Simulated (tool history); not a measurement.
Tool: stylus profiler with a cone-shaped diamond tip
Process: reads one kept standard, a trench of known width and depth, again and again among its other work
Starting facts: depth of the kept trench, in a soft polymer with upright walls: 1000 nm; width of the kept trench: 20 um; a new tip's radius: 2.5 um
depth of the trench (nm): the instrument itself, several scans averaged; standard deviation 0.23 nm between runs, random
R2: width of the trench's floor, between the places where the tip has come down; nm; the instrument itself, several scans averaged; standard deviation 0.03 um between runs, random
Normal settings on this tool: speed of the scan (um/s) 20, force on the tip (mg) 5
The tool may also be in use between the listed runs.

run 1 hour=0 | speed_of_the_scan_(um/s)=20 force_on_the_tip_(mg)=5 | depth_of_the_trench_(nm)=1013.72 R2=15840
run 2 hour=20.3 | speed_of_the_scan_(um/s)=20 force_on_the_tip_(mg)=3.41 | depth_of_the_trench_(nm)=1011.09 R2=15850
run 3 hour=30.5 | speed_of_the_scan_(um/s)=20 force_on_the_tip_(mg)=5 | depth_of_the_trench_(nm)=1013.76 R2=15840
run 4 hour=41 | speed_of_the_scan_(um/s)=20 force_on_the_tip_(mg)=5 | depth_of_the_trench_(nm)=1013.98 R2=15820
run 5 hour=49.6 | speed_of_the_scan_(um/s)=20 force_on_the_tip_(mg)=5 | depth_of_the_trench_(nm)=1014.05 R2=15800
run 6 hour=66.1 | speed_of_the_scan_(um/s)=20 force_on_the_tip_(mg)=5 | depth_of_the_trench_(nm)=1014.3 R2=15830
run 7 hour=83.5 | speed_of_the_scan_(um/s)=20 force_on_the_tip_(mg)=5 | depth_of_the_trench_(nm)=1014.08 R2=15790
run 8 hour=100.6 | speed_of_the_scan_(um/s)=20 force_on_the_tip_(mg)=5 | depth_of_the_trench_(nm)=1014.14 R2=15820
run 9 hour=115.9 | speed_of_the_scan_(um/s)=20 force_on_the_tip_(mg)=5 | depth_of_the_trench_(nm)=1014.64 R2=15800
run 10 hour=129.3 | speed_of_the_scan_(um/s)=20 force_on_the_tip_(mg)=5 | depth_of_the_trench_(nm)=1013.83 R2=15740
run 11 hour=145.6 | speed_of_the_scan_(um/s)=20 force_on_the_tip_(mg)=5 | depth_of_the_trench_(nm)=1014 R2=15790
run 12 hour=164.5 | speed_of_the_scan_(um/s)=20 force_on_the_tip_(mg)=5 | depth_of_the_trench_(nm)=1014 R2=15750
run 13 hour=178.5 | speed_of_the_scan_(um/s)=20 force_on_the_tip_(mg)=5 | depth_of_the_trench_(nm)=1013.95 R2=15700
run 14 hour=193.7 | speed_of_the_scan_(um/s)=20 force_on_the_tip_(mg)=5 | depth_of_the_trench_(nm)=1014.15 R2=15680
run 15 hour=203.2 | speed_of_the_scan_(um/s)=20 force_on_the_tip_(mg)=13.71 | depth_of_the_trench_(nm)=1027.25 R2=15750
run 16 hour=219 | speed_of_the_scan_(um/s)=20 force_on_the_tip_(mg)=13.71 | depth_of_the_trench_(nm)=1027.57 R2=15710
run 17 hour=231.8 | speed_of_the_scan_(um/s)=20 force_on_the_tip_(mg)=13.71 | depth_of_the_trench_(nm)=1027.9 R2=15760
run 18 hour=248.1 | speed_of_the_scan_(um/s)=20 force_on_the_tip_(mg)=13.71 | depth_of_the_trench_(nm)=1027.74 R2=15680
run 19 hour=259.3 | speed_of_the_scan_(um/s)=20 force_on_the_tip_(mg)=13.71 | depth_of_the_trench_(nm)=1027.62 R2=15670
run 20 hour=275.1 | speed_of_the_scan_(um/s)=6 force_on_the_tip_(mg)=5 | depth_of_the_trench_(nm)=1014.41 R2=15710
run 21 hour=291.7 | speed_of_the_scan_(um/s)=15 force_on_the_tip_(mg)=5 | depth_of_the_trench_(nm)=1014.56 R2=15680
run 22 hour=306 | speed_of_the_scan_(um/s)=7 force_on_the_tip_(mg)=5 | depth_of_the_trench_(nm)=1014.25 R2=15710
-- hour=308.1 height scale calibrated on a step standard
run 23 hour=318.7 | speed_of_the_scan_(um/s)=7 force_on_the_tip_(mg)=5 | depth_of_the_trench_(nm)=1015.07 R2=15690
run 24 hour=331.6 | speed_of_the_scan_(um/s)=63 force_on_the_tip_(mg)=2.29 | depth_of_the_trench_(nm)=1010.11 R2=15420
run 25 hour=342.1 | speed_of_the_scan_(um/s)=76 force_on_the_tip_(mg)=4.1 | depth_of_the_trench_(nm)=1013.64 R2=15450
run 26 hour=358 | speed_of_the_scan_(um/s)=20 force_on_the_tip_(mg)=2.2 | depth_of_the_trench_(nm)=1009.83 R2=15620
-- hour=373.5 height scale calibrated on a step standard, once more
run 27 hour=378.1 | speed_of_the_scan_(um/s)=20 force_on_the_tip_(mg)=2.2 | depth_of_the_trench_(nm)=1008.29 R2=15560
run 28 hour=396 | speed_of_the_scan_(um/s)=20 force_on_the_tip_(mg)=11.89 | depth_of_the_trench_(nm)=1024.53 R2=15580
run 29 hour=411 | speed_of_the_scan_(um/s)=20 force_on_the_tip_(mg)=11.89 | depth_of_the_trench_(nm)=1024.41 R2=15590
run 30 hour=424.1 | speed_of_the_scan_(um/s)=20 force_on_the_tip_(mg)=11.89 | depth_of_the_trench_(nm)=1024.64 R2=15580
run 31 hour=442.3 | speed_of_the_scan_(um/s)=27 force_on_the_tip_(mg)=2.66 | depth_of_the_trench_(nm)=1010.18 R2=15490
run 32 hour=453 | speed_of_the_scan_(um/s)=8 force_on_the_tip_(mg)=5.65 | depth_of_the_trench_(nm)=1015.21 R2=15590
run 33 hour=471.3 | speed_of_the_scan_(um/s)=8 force_on_the_tip_(mg)=5.65 | depth_of_the_trench_(nm)=1015.19 R2=15570
run 34 hour=484 | speed_of_the_scan_(um/s)=8 force_on_the_tip_(mg)=7.8 | depth_of_the_trench_(nm)=1018.85 R2=15580
run 35 hour=502.8 | speed_of_the_scan_(um/s)=21 force_on_the_tip_(mg)=2.12 | depth_of_the_trench_(nm)=1008.2 R2=15450
run 36 hour=511.6 | speed_of_the_scan_(um/s)=27 force_on_the_tip_(mg)=1.96 | depth_of_the_trench_(nm)=1008.07 R2=15410
run 37 hour=524.6 | speed_of_the_scan_(um/s)=26 force_on_the_tip_(mg)=5 | depth_of_the_trench_(nm)=1014.44 R2=15490
run 38 hour=538.3 | speed_of_the_scan_(um/s)=7 force_on_the_tip_(mg)=5 | depth_of_the_trench_(nm)=1014.12 R2=15500
run 39 hour=557.1 | speed_of_the_scan_(um/s)=7 force_on_the_tip_(mg)=5 | depth_of_the_trench_(nm)=1014.57 R2=15500
run 40 hour=576.5 | speed_of_the_scan_(um/s)=7 force_on_the_tip_(mg)=5 | depth_of_the_trench_(nm)=1015.04 R2=15470
run 41 hour=596.1 | speed_of_the_scan_(um/s)=15 force_on_the_tip_(mg)=4.58 | depth_of_the_trench_(nm)=1013.48 R2=15420
run 42 hour=611.4 | speed_of_the_scan_(um/s)=15 force_on_the_tip_(mg)=4.58 | depth_of_the_trench_(nm)=1013.57 R2=15480
run 43 hour=623.3 | speed_of_the_scan_(um/s)=32 force_on_the_tip_(mg)=5 | depth_of_the_trench_(nm)=1014.38 R2=15380
run 44 hour=643.3 | speed_of_the_scan_(um/s)=41 force_on_the_tip_(mg)=1.78 | depth_of_the_trench_(nm)=1008.21 R2=15230
run 45 hour=661.2 | speed_of_the_scan_(um/s)=58 force_on_the_tip_(mg)=3.15 | depth_of_the_trench_(nm)=1011.17 R2=15170

Hidden state or all else? Some run-to-run changes of depth of the trench (nm), split into what the settings, what came in and random variation would give without the hidden state, and what is left for the hidden state (with any gauge scatter that isn't in both results):
Hidden state present: radius of the tip, um; height scale over the true one, %; drift of the gauge itself on depth_nm, %; drift of the gauge itself on floor_um, %.
Run 1 -> 2: force on the tip (mg) 5 -> 3.41. depth of the trench (nm) -2.63: hidden state +0.05, all else -2.68.
Run 19 -> 20: speed of the scan (um/s) 20 -> 6, force on the tip (mg) 13.71 -> 5. depth of the trench (nm) -13.21: hidden state +0.02, all else -13.23.
Run 22 -> 23: height scale calibrated on a step standard. depth of the trench (nm) +0.82: hidden state +0.56, all else +0.26.
Run 26 -> 27: height scale calibrated on a step standard, once more. depth of the trench (nm) -1.54: hidden state -1.29, all else -0.25.
Run 27 -> 28: force on the tip (mg) 2.2 -> 11.89. depth of the trench (nm) +16.24: hidden state +0.04, all else +16.2.
Run 30 -> 31: speed of the scan (um/s) 20 -> 27, force on the tip (mg) 11.89 -> 2.66. depth of the trench (nm) -14.46: hidden state +0.03, all else -14.49.
